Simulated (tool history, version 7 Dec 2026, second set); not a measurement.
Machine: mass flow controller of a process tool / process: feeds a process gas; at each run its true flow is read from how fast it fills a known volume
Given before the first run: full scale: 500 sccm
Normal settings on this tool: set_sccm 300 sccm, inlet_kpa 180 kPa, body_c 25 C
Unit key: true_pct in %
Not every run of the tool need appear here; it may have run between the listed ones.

run     day  set_sccm  inlet_kpa  body_c  true_pct
  1   0.000       300        180      25     97.65
      6.804  -- controller exchanged for a calibrated one
  2   6.804        66        180      25     98.31
  3  15.146       300        180      23     99.33
  4  24.312       300        180      25     99.15
  5  35.862       300        180      25     99.14
  6  44.183       300        180      25     98.97
  7  49.467       300        180      23     99.17
  8  58.825       300        180      23     99.24
  9  63.933       300        180      25     98.95
 10  69.567        51        180      25     99.07

The next listed run, before its measurement:
 11  79.812       102        180      26         ?

{"run 11": {"true_pct": 98.53}}
Without the tool's hidden state the same run would have given true_pct 98.18 %.

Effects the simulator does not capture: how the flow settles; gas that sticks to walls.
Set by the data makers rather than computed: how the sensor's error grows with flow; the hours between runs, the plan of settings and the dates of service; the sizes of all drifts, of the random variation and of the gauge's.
